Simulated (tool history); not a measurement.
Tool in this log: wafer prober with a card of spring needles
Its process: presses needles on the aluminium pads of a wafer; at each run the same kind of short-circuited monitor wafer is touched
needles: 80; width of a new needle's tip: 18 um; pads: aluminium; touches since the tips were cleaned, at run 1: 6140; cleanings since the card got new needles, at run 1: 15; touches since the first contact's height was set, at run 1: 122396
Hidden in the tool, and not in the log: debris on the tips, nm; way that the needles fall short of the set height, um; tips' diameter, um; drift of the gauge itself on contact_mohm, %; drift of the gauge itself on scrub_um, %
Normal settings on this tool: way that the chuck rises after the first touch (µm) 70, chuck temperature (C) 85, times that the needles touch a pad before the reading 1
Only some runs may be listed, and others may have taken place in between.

| run | day | way that the chuck rises after the first touch (µm) | chuck temperature (C) | times that the needles touch a pad before the reading | touches since the tips were cleaned | cleanings since the card got new needles | touches since the first contact's height was set | resistance of one needle with its contact and lead (mohm) | way that a needle slides on the pad (µm) |
|---|---|---|---|---|---|---|---|---|---|
| 1 | 0 | 70 | 85 | 1 | 6140 | 15 | 122396 | 295 | 13.84 |
|  | 0.104 | tips cleaned on abrasive film |
|  | 0.688 | tips cleaned on abrasive film |
|  | 1.317 | tips cleaned on abrasive film |
|  | 1.921 | tips cleaned on abrasive film |
| 2 | 1.929 | 70 | 85 | 1 | 107 | 19 | 147653 | 215 | 13.79 |
|  | 2.433 | tips cleaned on abrasive film |
|  | 3.029 | tips cleaned on abrasive film |
| 3 | 3.425 | 70 | 85 | 1 | 5211 | 21 | 167278 | 296 | 13.68 |
|  | 3.554 | tips cleaned on abrasive film |
|  | 4.054 | tips cleaned on abrasive film |
|  | 4.683 | tips cleaned on abrasive film |
| 4 | 5.171 | 70 | 85 | 1 | 6448 | 24 | 190188 | 300 | 13.71 |
|  | 5.292 | tips cleaned on abrasive film |
|  | 5.429 | height of the first contact set anew |
|  | 5.925 | tips cleaned on abrasive film |
|  | 6.554 | tips cleaned on abrasive film |
|  | 7.183 | tips cleaned on abrasive film |
| 5 | 7.546 | 75 | 85 | 1 | 4797 | 28 | 27792 | 275 | 15.05 |
|  | 7.8 | tips cleaned on abrasive film |
|  | 8.3 | tips cleaned on abrasive film |
|  | 8.896 | tips cleaned on abrasive film |
| 6 | 9.221 | 75 | 85 | 1 | 4339 | 31 | 49772 | 274 | 15.13 |
|  | 9.475 | tips cleaned on abrasive film |
|  | 10.1 | tips cleaned on abrasive film |
|  | 10.692 | tips cleaned on abrasive film |
|  | 11.3 | tips cleaned on abrasive film |
| 7 | 11.358 | 70 | 85 | 1 | 768 | 35 | 77765 | 232 | 13.95 |
|  | 11.862 | tips cleaned on abrasive film |
|  | 12.467 | tips cleaned on abrasive film |
| 8 | 12.917 | 70 | 85 | 1 | 5969 | 37 | 98223 | 300 | 13.92 |
|  | 13.021 | tips cleaned on abrasive film |
|  | 13.625 | tips cleaned on abrasive film |
|  | 14.25 | tips cleaned on abrasive film |
| 9 | 14.696 | 70 | 85 | 1 | 5888 | 40 | 121567 | 306 | 13.88 |
|  | 14.825 | tips cleaned on abrasive film |
|  | 15.425 | tips cleaned on abrasive film |
| 10 | 15.729 | 70 | 85 | 1 | 4046 | 42 | 135087 | 293 | 13.78 |
|  | 15.983 | tips cleaned on abrasive film |
|  | 16.588 | tips cleaned on abrasive film |
|  | 17.204 | tips cleaned on abrasive film |
|  | 17.775 | tips cleaned on abrasive film |
| 11 | 17.775 | 67 | 29 | 2 | 0 | 46 | 161883 | 196 | 13.19 |
|  | 18.375 | tips cleaned on abrasive film |
|  | 18.879 | tips cleaned on abrasive film |
| 12 | 18.879 | 88 | 61 | 1 | 0 | 48 | 176322 | 198 | 17.29 |
|  | 19.379 | tips cleaned on abrasive film |
|  | 19.975 | tips cleaned on abrasive film |
|  | 20.108 | height of the first contact set anew |
|  | 20.592 | tips cleaned on abrasive film |
| 13 | 20.933 | 88 | 61 | 1 | 4506 | 51 | 10808 | 256 | 17.71 |
|  | 21.188 | tips cleaned on abrasive film |
|  | 21.8 | tips cleaned on abrasive film |
| 14 | 22.042 | 88 | 61 | 1 | 3188 | 53 | 25317 | 254 | 17.74 |
|  | 22.417 | tips cleaned on abrasive film |
|  | 23.042 | tips cleaned on abrasive film |
|  | 23.667 | tips cleaned on abrasive film |
|  | 24.167 | tips cleaned on abrasive film |
| 15 | 24.312 | 62 | 39 | 3 | 1874 | 57 | 55072 | 221 | 12.4 |
|  | 24.788 | tips cleaned on abrasive film |
|  | 25.358 | tips cleaned on abrasive film |
|  | 25.95 | tips cleaned on abrasive film |
|  | 26.567 | tips cleaned on abrasive film |
| 16 | 26.704 | 62 | 39 | 3 | 1824 | 61 | 86471 | 228 | 12.33 |
|  | 27.079 | tips cleaned on abrasive film |
|  | 27.7 | tips cleaned on abrasive film |
|  | 28.329 | tips cleaned on abrasive film |
| 17 | 28.779 | 81 | 96 | 2 | 5933 | 64 | 113664 | 245 | 16.08 |
|  | 28.904 | tips cleaned on abrasive film |
|  | 29.521 | tips cleaned on abrasive film |
|  | 30.025 | tips cleaned on abrasive film |
| 18 | 30.425 | 70 | 73 | 1 | 5306 | 67 | 135275 | 306 | 13.82 |
|  | 30.554 | tips cleaned on abrasive film |
|  | 31.183 | tips cleaned on abrasive film |
|  | 31.688 | tips cleaned on abrasive film |
| 19 | 31.696 | 62 | 124 | 1 | 105 | 70 | 151851 | 219 | 12.22 |
|  | 32.196 | tips cleaned on abrasive film |
|  | 32.821 | tips cleaned on abrasive film |
|  | 33.45 | tips cleaned on abrasive film |
| 20 | 33.592 | 59 | 85 | 2 | 1915 | 73 | 176756 | 261 | 11.43 |

4 options for the next run, each taken on its own from the tool as it stands now. Forecast them:
|  | 33.954 | tips cleaned on abrasive film |
|  | 34.546 | tips cleaned on abrasive film |
|  | 34.796 | height of the first contact set anew |
|  | 35.171 | tips cleaned on abrasive film |
| A | 35.196 | 72 | 85 | 2 | 345 | 76 | 5253 | ? | ? |
|  | 33.954 | tips cleaned on abrasive film |
|  | 34.546 | tips cleaned on abrasive film |
|  | 34.796 | height of the first contact set anew |
|  | 35.171 | tips cleaned on abrasive film |
| B | 35.196 | 69 | 75 | 1 | 345 | 76 | 5253 | ? | ? |
|  | 33.954 | tips cleaned on abrasive film |
|  | 34.546 | tips cleaned on abrasive film |
|  | 34.796 | height of the first contact set anew |
|  | 35.171 | tips cleaned on abrasive film |
| C | 35.196 | 81 | 85 | 2 | 345 | 76 | 5253 | ? | ? |
|  | 33.954 | tips cleaned on abrasive film |
|  | 34.546 | tips cleaned on abrasive film |
|  | 34.796 | height of the first contact set anew |
|  | 35.171 | tips cleaned on abrasive film |
| D | 35.196 | 69 | 26 | 1 | 345 | 76 | 5253 | ? | ? |

| run | resistance of one needle with its contact and lead (mohm) | way that a needle slides on the pad (µm) |
|---|---|---|
| A | 210 | 14.64 |
| B | 223 | 13.84 |
| C | 211 | 16.3 |
| D | 216 | 13.89 |
Without the tool's hidden state the same runs would have given:
| run | resistance of one needle with its contact and lead (mohm) | way that a needle slides on the pad (µm) |
|---|---|---|
| A | 197 | 14.66 |
| B | 199 | 13.86 |
| C | 200 | 16.32 |
| D | 190 | 13.91 |
